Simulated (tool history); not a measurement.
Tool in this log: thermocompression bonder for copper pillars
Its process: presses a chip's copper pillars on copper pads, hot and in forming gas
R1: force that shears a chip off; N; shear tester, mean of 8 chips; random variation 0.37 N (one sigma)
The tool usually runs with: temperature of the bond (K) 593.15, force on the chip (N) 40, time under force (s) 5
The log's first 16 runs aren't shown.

{"run": 17, "hour": 442.6, "temperature of the bond (K)": 593.15, "force on the chip (N)": 40, "time under force (s)": 5, "R1": 63.5}
{"run": 18, "hour": 465.3, "temperature of the bond (K)": 593.15, "force on the chip (N)": 40, "time under force (s)": 5, "R1": 63.3}
{"run": 19, "hour": 503.9, "temperature of the bond (K)": 593.15, "force on the chip (N)": 40, "time under force (s)": 5, "R1": 63.3}
{"run": 20, "hour": 540.7, "temperature of the bond (K)": 593.15, "force on the chip (N)": 40, "time under force (s)": 5, "R1": 62.7}
{"run": 21, "hour": 569.5, "temperature of the bond (K)": 575.15, "force on the chip (N)": 58, "time under force (s)": 10, "R1": 87.1}
{"run": 22, "hour": 610.0, "temperature of the bond (K)": 597.15, "force on the chip (N)": 40, "time under force (s)": 10, "R1": 81.5}
{"run": 23, "hour": 637.9, "temperature of the bond (K)": 597.15, "force on the chip (N)": 40, "time under force (s)": 10, "R1": 81.0}
{"run": 24, "hour": 670.5, "temperature of the bond (K)": 605.15, "force on the chip (N)": 40, "time under force (s)": 3, "R1": 55.9}
{"run": 25, "hour": 696.9, "temperature of the bond (K)": 593.15, "force on the chip (N)": 28, "time under force (s)": 3, "R1": 38.7}
{"run": 26, "hour": 732.1, "temperature of the bond (K)": 593.15, "force on the chip (N)": 28, "time under force (s)": 3, "R1": 38.2}
{"run": 27, "hour": 750.5, "temperature of the bond (K)": 606.15, "force on the chip (N)": 59, "time under force (s)": 5, "R1": 84.4}
{"run": 28, "hour": 773.1, "temperature of the bond (K)": 585.15, "force on the chip (N)": 59, "time under force (s)": 6, "R1": 79.4}
{"run": 29, "hour": 803.1, "temperature of the bond (K)": 601.15, "force on the chip (N)": 41, "time under force (s)": 6, "R1": 70.7}
{"hour": 840.0, "done": "forming gas filter changed"}
{"run": 30, "hour": 844.1, "temperature of the bond (K)": 621.15, "force on the chip (N)": 30, "time under force (s)": 5, "R1": 65.2}
{"run": 31, "hour": 870.6, "temperature of the bond (K)": 593.15, "force on the chip (N)": 41, "time under force (s)": 5, "R1": 66.2}
{"run": 32, "hour": 894.1, "temperature of the bond (K)": 593.15, "force on the chip (N)": 41, "time under force (s)": 5, "R1": 65.4}
{"run": 33, "hour": 924.6, "temperature of the bond (K)": 593.15, "force on the chip (N)": 41, "time under force (s)": 5, "R1": 65.6}
{"run": 34, "hour": 950.0, "temperature of the bond (K)": 593.15, "force on the chip (N)": 60, "time under force (s)": 5, "R1": 83.2}
{"run": 35, "hour": 988.7, "temperature of the bond (K)": 583.15, "force on the chip (N)": 55, "time under force (s)": 5, "R1": 73.0}
{"run": 36, "hour": 1028.7, "temperature of the bond (K)": 600.15, "force on the chip (N)": 41, "time under force (s)": 15, "R1": 96.0}
{"run": 37, "hour": 1050.0, "temperature of the bond (K)": 600.15, "force on the chip (N)": 41, "time under force (s)": 15, "R1": 96.1}
{"run": 38, "hour": 1075.6, "temperature of the bond (K)": 600.15, "force on the chip (N)": 41, "time under force (s)": 15, "R1": 95.4}
{"run": 39, "hour": 1106.5, "temperature of the bond (K)": 600.15, "force on the chip (N)": 41, "time under force (s)": 15, "R1": 95.0}

Below are 3 alternative next runs, each starting from the tool's condition after run 39. Predict each:
{"run": "A", "hour": 1144.2, "temperature of the bond (K)": 618.15, "force on the chip (N)": 36, "time under force (s)": 5, "R1": "?"}
{"run": "B", "hour": 1144.2, "temperature of the bond (K)": 593.15, "force on the chip (N)": 40, "time under force (s)": 8, "R1": "?"}
{"run": "C", "hour": 1144.2, "temperature of the bond (K)": 584.15, "force on the chip (N)": 46, "time under force (s)": 14, "R1": "?"}

run=A R1=69.9
run=B R1=74.3
run=C R1=90.4
With no hidden state in the tool, these same runs would have given:
run=A R1=66.4
run=B R1=70.3
run=C R1=86.5
